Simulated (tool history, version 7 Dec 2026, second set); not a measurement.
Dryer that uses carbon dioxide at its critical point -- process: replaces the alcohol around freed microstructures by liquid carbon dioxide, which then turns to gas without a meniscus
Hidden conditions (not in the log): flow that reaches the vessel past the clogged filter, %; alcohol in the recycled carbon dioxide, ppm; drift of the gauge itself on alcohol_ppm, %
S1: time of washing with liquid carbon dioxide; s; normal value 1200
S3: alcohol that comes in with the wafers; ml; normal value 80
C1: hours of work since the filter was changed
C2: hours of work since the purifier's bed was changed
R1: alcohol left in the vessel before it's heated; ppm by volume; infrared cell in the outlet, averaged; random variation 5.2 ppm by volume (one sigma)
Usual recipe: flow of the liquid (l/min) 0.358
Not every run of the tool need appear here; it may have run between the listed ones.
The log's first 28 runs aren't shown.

Run 29, day 45.958: usual settings but flow of the liquid (l/min) 0.231; C1 151; C2 962. Result: R1 1579 ppm by volume.
Run 30, day 46.896: usual settings but flow of the liquid (l/min) 0.248, S3 96 ml; C1 162; C2 973. Result: R1 1404 ppm by volume.
Run 31, day 48.612: usual settings but flow of the liquid (l/min) 0.248, S3 96 ml; C1 181; C2 993. Result: R1 1462 ppm by volume.
Run 32, day 50.192: usual settings but flow of the liquid (l/min) 0.248, S3 96 ml; C1 199; C2 1011. Result: R1 1443 ppm by volume.
At day 51.154: inlet filter changed.
Run 33, day 51.671: usual settings but S1 840 s, flow of the liquid (l/min) 0.273, S3 61 ml; C1 6; C2 1027. Result: R1 2011 ppm by volume.
Run 34, day 53.2: usual settings but S1 840 s, flow of the liquid (l/min) 0.273, S3 61 ml; C1 23; C2 1045. Result: R1 2057 ppm by volume.
Run 35, day 55.304: usual settings but S1 1020 s, S3 100 ml; C1 48; C2 1069. Result: R1 665 ppm by volume.
Run 36, day 56.692: usual settings but S1 1020 s, flow of the liquid (l/min) 0.459, S3 75 ml; C1 63; C2 1085. Result: R1 334 ppm by volume.
Run 37, day 57.658: usual settings but S1 1020 s, S3 29 ml; C1 75; C2 1096. Result: R1 387 ppm by volume.
Run 38, day 58.958: usual settings but S1 780 s; C1 89; C2 1111. Result: R1 1496 ppm by volume.
At day 59.196: purifier's bed changed.
Run 39, day 60.358: usual settings but S1 780 s; C1 104; C2 13. Result: R1 1194 ppm by volume.

3 options for the next run, each taken on its own from the tool as it stands now. Forecast them:
Run A, day 61.975: usual settings but flow of the liquid (l/min) 0.591, S3 52 ml; C1 123; C2 32. Result: R1 ?.
Run B, day 61.975: usual settings but S1 1800 s, S3 89 ml; C1 123; C2 32. Result: R1 ?.
Run C, day 61.975: usual settings but S1 1620 s, flow of the liquid (l/min) 0.262, S3 115 ml; C1 123; C2 32. Result: R1 ?.

run   R1
  A   16
  B   29
  C  219
With no hidden state in the tool, these same runs would have given:
run   R1
  A    7
  B   19
  C  159

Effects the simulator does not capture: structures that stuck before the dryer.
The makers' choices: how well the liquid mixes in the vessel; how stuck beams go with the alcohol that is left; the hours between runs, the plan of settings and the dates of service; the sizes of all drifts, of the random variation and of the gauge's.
